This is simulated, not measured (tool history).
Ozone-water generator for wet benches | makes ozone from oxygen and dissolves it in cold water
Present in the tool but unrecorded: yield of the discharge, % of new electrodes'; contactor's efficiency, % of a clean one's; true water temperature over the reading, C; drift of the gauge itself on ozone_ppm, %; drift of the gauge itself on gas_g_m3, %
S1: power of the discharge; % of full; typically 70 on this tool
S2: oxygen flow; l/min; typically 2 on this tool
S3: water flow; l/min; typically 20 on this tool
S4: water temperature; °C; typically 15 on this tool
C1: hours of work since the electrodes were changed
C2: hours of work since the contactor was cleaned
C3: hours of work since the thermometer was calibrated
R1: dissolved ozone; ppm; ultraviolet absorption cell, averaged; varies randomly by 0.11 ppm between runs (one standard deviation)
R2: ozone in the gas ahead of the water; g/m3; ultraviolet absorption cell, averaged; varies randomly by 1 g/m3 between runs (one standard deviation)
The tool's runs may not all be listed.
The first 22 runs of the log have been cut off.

run    hour  S1    S2  S3  S4    C1   C2    C3    R1     R2
 23  1929.3  79  3.28  20  19  2473   93  3806   9.6  154.5
 24  2049.7  70     2  13   9  2574  194  3907  13.1  166.3
 25  2120.5  70     2  13   9  2633  253  3967  13.1  166.3
 26  2178.2  70  1.26  20  16  2682  302  4015     6  196.5
 27  2271.2  70  1.26  29  14  2760  380  4093   3.7  195.9
 28  2378.2  70  1.26  29  14  2849  469  4182   3.7  196.2
 29  2478.8  70  1.55  29  13  2934  553  4267     4  181.7
 30  2548.1  70  1.55  29  13  2992  612  4325   4.1  181.7

Consider 4 possible next runs. They are alternatives, not a sequence: every one starts from the tool as it was left by run 30. What does each give?
  A  2666.4  75  3.25  29  13  3091  711  4424   ?   ?
  B  2666.4  70  1.01  30  13  3091  711  4424   ?   ?
  C  2666.4  72  1.55  29  13  3091  711  4424   ?   ?
  D  2666.4  46     2  21  18  3091  711  4424   ?   ?

run   R1     R2
  A  6.1  147.1
  B    3    212
  C  4.1  185.6
  D  4.7  116.2
The same runs, with their run-to-run variation unchanged, on a tool lacking any hidden condition would have given:
run   R1     R2
  A  6.5  156.7
  B  3.3  225.1
  C  4.4  197.3
  D  4.9  120.7
